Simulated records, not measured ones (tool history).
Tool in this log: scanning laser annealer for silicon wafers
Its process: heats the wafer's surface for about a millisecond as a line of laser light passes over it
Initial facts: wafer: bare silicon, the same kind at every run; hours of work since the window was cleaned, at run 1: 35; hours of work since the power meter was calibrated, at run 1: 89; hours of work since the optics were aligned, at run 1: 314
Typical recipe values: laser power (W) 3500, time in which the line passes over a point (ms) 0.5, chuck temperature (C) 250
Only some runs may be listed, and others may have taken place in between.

run     day  laser power (W)  time in which the line passes over a point (ms)  chuck temperature (C)  hours of work since the window was cleaned  hours of work since the power meter was calibrated  hours of work since the optics were aligned  highest temperature of the surface (C)
  1       0             3500                                              0.5                    250                                          35                                                  89                                          314                                    1017
  2   3.304             3500                                             0.54                    250                                          71                                                 125                                          349                                    1052
  3    5.35             3500                                              0.5                    250                                          93                                                 147                                          371                                    1012
  4   9.175             3500                                            0.597                    250                                         133                                                 187                                          412                                    1092
  5  12.179             3500                                            0.597                    250                                         165                                                 219                                          444                                    1090
  6  15.108             3500                                            0.597                    250                                         197                                                 251                                          475                                    1087
  7  17.158             3500                                            0.417                    250                                         219                                                 273                                          497                                     929
  8  19.362             3500                                            0.417                    250                                         242                                                 296                                          521                                     928
  9  22.754             3500                                              0.5                    250                                         278                                                 332                                          557                                    1000
 10  26.196             3500                                              0.5                    250                                         315                                                 369                                          594                                     998
 11  27.975             3500                                              0.5                    250                                         334                                                 388                                          613                                     996
 12   31.15             3500                                              0.5                    250                                         368                                                 422                                          647                                     994
 13  34.383             3500                                              0.5                    250                                         403                                                 456                                          681                                     988
 14  37.638             3500                                              0.5                    250                                         437                                                 491                                          716                                     991
 15  39.608             3500                                            0.355                    256                                         458                                                 512                                          737                                     862
     40.033  -- window over the wafer cleaned
 16  42.729             3220                                            0.362                    288                                          29                                                 545                                          769                                     831
 17  45.754             3220                                            0.362                    288                                          61                                                 577                                          802                                     832
 18  47.462             3220                                            0.362                    288                                          79                                                 595                                          820                                     828
 19  50.392             3220                                            0.362                    288                                         111                                                 626                                          851                                     833
 20  53.946             3220                                            0.362                    288                                         148                                                 664                                          889                                     830
 21  55.662             3220                                            0.362                    288                                         167                                                 683                                          907                                     829
 22  58.846             3107                                            0.431                    288                                         201                                                 717                                          941                                     866
     61.633  -- window over the wafer cleaned, once more
 23  61.992             3107                                            0.431                    288                                           4                                                 749                                          974                                     898
 24   63.75             3148                                             0.59                    288                                          23                                                 768                                          993                                    1032
 25  65.458             3409                                            0.534                    235                                          41                                                 786                                         1011                                    1006
 26  67.183             3224                                            0.418                    221                                          59                                                 805                                         1029                                     843
 27  69.888             3481                                            0.531                    277                                          88                                                 834                                         1058                                    1055

Results per run with the tool's hidden condition removed, run-to-run variation unchanged:
The tool's hidden condition here consists of: light that passes the window, % of a clean one's; laser's true power over the reading, %; width of the line over the set one, %; drift of the gauge itself on peak_c, C.
run  highest temperature of the surface (C)
  1                                    1023
  2                                    1062
  3                                    1022
  4                                    1106
  5                                    1106
  6                                    1106
  7                                     946
  8                                     947
  9                                    1023
 10                                    1023
 11                                    1022
 12                                    1023
 13                                    1019
 14                                    1024
 15                                     890
 16                                     866
 17                                     869
 18                                     866
 19                                     872
 20                                     871
 21                                     871
 22                                     912
 23                                     907
 24                                    1044
 25                                    1020
 26                                     856
 27                                    1072
